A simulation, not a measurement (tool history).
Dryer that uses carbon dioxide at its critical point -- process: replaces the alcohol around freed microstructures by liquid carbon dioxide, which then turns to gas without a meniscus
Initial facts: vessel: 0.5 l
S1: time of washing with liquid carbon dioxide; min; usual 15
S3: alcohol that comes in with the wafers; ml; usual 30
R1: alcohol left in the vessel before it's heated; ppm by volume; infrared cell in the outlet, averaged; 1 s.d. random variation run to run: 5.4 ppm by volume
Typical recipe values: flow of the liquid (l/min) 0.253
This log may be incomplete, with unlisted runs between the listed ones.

run 1 hour=0.0 | S1=15 flow_of_the_liquid_(l/min)=0.253 S3=30 | R1=250
run 2 hour=5.9 | S1=15 flow_of_the_liquid_(l/min)=0.253 S3=21 | R1=170
run 3 hour=9.9 | S1=15 flow_of_the_liquid_(l/min)=0.253 S3=21 | R1=183
run 4 hour=16.8 | S1=15 flow_of_the_liquid_(l/min)=0.253 S3=21 | R1=187
run 5 hour=23.9 | S1=15 flow_of_the_liquid_(l/min)=0.253 S3=29 | R1=240
run 6 hour=31.6 | S1=15 flow_of_the_liquid_(l/min)=0.253 S3=29 | R1=245
run 7 hour=40.6 | S1=9 flow_of_the_liquid_(l/min)=0.253 S3=30 | R1=2119
run 8 hour=47.3 | S1=9 flow_of_the_liquid_(l/min)=0.253 S3=30 | R1=2109
run 9 hour=54.3 | S1=9 flow_of_the_liquid_(l/min)=0.253 S3=30 | R1=2182
run 10 hour=61.6 | S1=9 flow_of_the_liquid_(l/min)=0.253 S3=30 | R1=2111
run 11 hour=65.7 | S1=9 flow_of_the_liquid_(l/min)=0.253 S3=30 | R1=2093
run 12 hour=75.1 | S1=9 flow_of_the_liquid_(l/min)=0.253 S3=30 | R1=2196
run 13 hour=82.5 | S1=9 flow_of_the_liquid_(l/min)=0.253 S3=30 | R1=2193
run 14 hour=86.5 | S1=9 flow_of_the_liquid_(l/min)=0.253 S3=30 | R1=2176
run 15 hour=94.2 | S1=12 flow_of_the_liquid_(l/min)=0.318 S3=75 | R1=623
run 16 hour=98.1 | S1=12 flow_of_the_liquid_(l/min)=0.318 S3=75 | R1=610
run 17 hour=103.1 | S1=12 flow_of_the_liquid_(l/min)=0.344 S3=75 | R1=417
run 18 hour=112.8 | S1=12 flow_of_the_liquid_(l/min)=0.344 S3=75 | R1=417
run 19 hour=117.2 | S1=12 flow_of_the_liquid_(l/min)=0.344 S3=75 | R1=416
run 20 hour=124.8 | S1=15 flow_of_the_liquid_(l/min)=0.249 S3=30 | R1=295
run 21 hour=133.9 | S1=15 flow_of_the_liquid_(l/min)=0.249 S3=30 | R1=287
run 22 hour=140.6 | S1=15 flow_of_the_liquid_(l/min)=0.249 S3=43 | R1=403
run 23 hour=146.3 | S1=15 flow_of_the_liquid_(l/min)=0.179 S3=31 | R1=1242
run 24 hour=153.3 | S1=15 flow_of_the_liquid_(l/min)=0.179 S3=31 | R1=1248
run 25 hour=160.5 | S1=15 flow_of_the_liquid_(l/min)=0.299 S3=95 | R1=335
run 26 hour=169.7 | S1=15 flow_of_the_liquid_(l/min)=0.220 S3=30 | R1=517
run 27 hour=175.9 | S1=15 flow_of_the_liquid_(l/min)=0.307 S3=56 | R1=177

Run 28 is up next; what results do you expect?
run 28 hour=183.7 | S1=15 flow_of_the_liquid_(l/min)=0.307 S3=56 | R1=?

R1: 186 ppm by volume
On a tool with no hidden condition, and with the same random variation, this run would have come out at R1 73 ppm by volume.
